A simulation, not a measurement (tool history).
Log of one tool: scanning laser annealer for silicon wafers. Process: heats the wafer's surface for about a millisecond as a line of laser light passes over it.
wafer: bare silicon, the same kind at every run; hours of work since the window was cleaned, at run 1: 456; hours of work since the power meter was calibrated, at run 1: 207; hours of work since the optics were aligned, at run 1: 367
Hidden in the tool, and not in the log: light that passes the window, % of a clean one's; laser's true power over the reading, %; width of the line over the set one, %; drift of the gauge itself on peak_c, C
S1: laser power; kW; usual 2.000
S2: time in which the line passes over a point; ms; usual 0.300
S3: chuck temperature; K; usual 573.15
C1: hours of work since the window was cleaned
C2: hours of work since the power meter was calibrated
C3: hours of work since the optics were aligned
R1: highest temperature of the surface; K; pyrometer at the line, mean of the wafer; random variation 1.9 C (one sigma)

run,hour,S1,S2,S3,C1,C2,C3,R1
1,0.0,2.000,0.300,573.15,456,207,367,1331.15
2,5.9,2.000,0.312,573.15,459,210,370,1346.15
3,13.8,2.000,0.312,573.15,462,213,373,1344.15
4,25.6,2.000,0.300,573.15,467,218,378,1334.15
5,34.8,2.000,0.300,573.15,471,222,382,1332.15
6,44.4,2.000,0.300,573.15,475,226,387,1332.15
7,50.9,2.000,0.300,573.15,478,229,390,1331.15
8,62.6,2.000,0.300,573.15,483,234,395,1330.15
9,68.6,2.000,0.300,573.15,486,237,397,1334.15
10,78.0,2.000,0.300,573.15,490,241,401,1332.15
11,87.9,2.000,0.300,573.15,494,245,406,1328.15
12,97.4,2.000,0.300,573.15,498,249,410,1332.15
13,105.2,2.000,0.300,573.15,502,253,413,1332.15
14,110.8,2.000,0.300,591.15,504,255,416,1346.15
15,120.5,2.000,0.300,591.15,508,259,420,1348.15
16,129.5,2.000,0.300,591.15,512,263,424,1344.15
17,138.4,1.743,0.337,543.15,516,267,428,1219.15
18,145.1,2.151,0.326,573.15,519,270,431,1432.15
19,153.5,2.000,0.334,550.15,523,274,434,1346.15
20,160.4,2.170,0.264,550.15,526,277,437,1334.15
21,172.6,2.036,0.328,573.15,531,282,443,1378.15
22,181.0,2.036,0.328,573.15,535,286,446,1379.15
23,193.1,2.000,0.339,539.15,540,291,452,1342.15
24,201.6,2.192,0.311,573.15,544,295,455,1435.15
25,207.1,1.856,0.304,550.15,546,297,458,1243.15
26,212.5,1.856,0.304,550.15,549,300,460,1242.15

Forecast each of these 3 alternatives for the next run:
A,218.9,1.881,0.314,566.15,551,302,463,?
B,218.9,1.856,0.216,550.15,551,302,463,?
C,218.9,1.811,0.309,579.15,551,302,463,?

run,R1
A,1279.15
B,1138.15
C,1256.15
Without the tool's hidden state the same runs would have given:
run,R1
A,1309.15
B,1163.15
C,1284.15
